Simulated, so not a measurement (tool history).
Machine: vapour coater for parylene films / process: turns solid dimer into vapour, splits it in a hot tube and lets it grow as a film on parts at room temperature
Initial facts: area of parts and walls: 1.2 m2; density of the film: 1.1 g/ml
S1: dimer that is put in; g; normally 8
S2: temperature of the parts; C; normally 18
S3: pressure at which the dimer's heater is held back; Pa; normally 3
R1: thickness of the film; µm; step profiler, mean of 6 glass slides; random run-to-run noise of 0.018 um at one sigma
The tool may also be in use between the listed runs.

run	hour	S1	S2	S3	R1
1	0	8	18	3	3.48
2	67.8	14	18	3	6.15
3	100.3	14	23	3	4.94
4	134.1	14	23	3	4.96
5	191.8	14	23	3	4.93
6	267.4	8	18	3.11	3.47
7	328.4	8	19	3	3.32
8	363.2	8	19	3	3.32
9	426.5	8	18	3	3.46
10	471.4	8	18	3	3.45
11	529.9	8	18	3	3.46
12	603.9	4	18	3	1.7
13	645.6	8	18	3	3.42
14	723.4	8	18	3	3.37
15	763.8	8	18	3	3.38
16	839.8	8	18	2.2	3.43
17	892.3	8	18	3	3.37
18	963	8	18	3	3.3
19	1023.6	8	18	3	3.64
20	1063.8	8	18	3.56	3.56
21	1139.7	8	18	3	3.6
22	1170.8	8	27	3	2.46
23	1222.2	8	27	3	2.47
24	1272.9	8	27	3	2.48
25	1308	5	13	2.3	2.82
26	1362.7	6	22	4.89	2.2
27	1424.2	6	22	4.89	2.2
28	1466.7	8	12	3	4.59
29	1517.7	10	11	3	6.04
30	1579.6	11	15	11.95	5.17
31	1620.4	8	24	8.39	2.61
32	1685.4	8	18	7.69	3.27
33	1744.4	8	18	7.69	3.27
34	1804.9	8	18	3.75	3.38
35	1862.1	8	23	11.48	2.55
36	1899.8	8	23	11.48	2.58
37	1962.8	8	17	2.84	3.59
38	2035.4	5	24	10.57	1.54
39	2103.3	6	21	3	2.25
40	2176	3	18	3	1.26
41	2227.7	3	18	3	1.26
42	2262.6	8	18	3.78	3.32
43	2332.1	5	12	10.87	2.5
44	2364.4	7	18	3	2.96
45	2430.4	7	18	3	3.16
46	2466.6	10	18	11.24	4.15
47	2534.3	9	18	8.17	3.76

Removed from this log: 4 entries logged between the listed runs. Between which two listed runs does each belong, and how does the tool's hidden state at the listed run before it compare with that at the listed run after it?
Run 13 -> run 14: trap's valve overhauled (hour 667.6)
  vapour lost through the trap's worn valve, %: 5.7 -> 7.3; true temperature of the parts over the reading, C: -0.7 -> -0.71
  measured result minus the result with no hidden state, R1: -0.1 -> -0.15 µm
Run 18 -> run 19: trap's valve overhauled, once more (hour 992.9)
  vapour lost through the trap's worn valve, %: 8.2 -> 0.8; true temperature of the parts over the reading, C: -0.75 -> -0.76
  measured result minus the result with no hidden state, R1: -0.18 -> +0.09 µm
Run 31 -> run 32: table's thermometer calibrated (hour 1655.1)
  vapour lost through the trap's worn valve, %: 3 -> 3.3; true temperature of the parts over the reading, C: -0.88 -> -0.04
  measured result minus the result with no hidden state, R1: +0.02 -> -0.11 µm
Run 44 -> run 45: trap's valve overhauled (hour 2410.6)
  vapour lost through the trap's worn valve, %: 5.8 -> 0.2; true temperature of the parts over the reading, C: -0.17 -> -0.18
  measured result minus the result with no hidden state, R1: -0.16 -> +0.02 µm
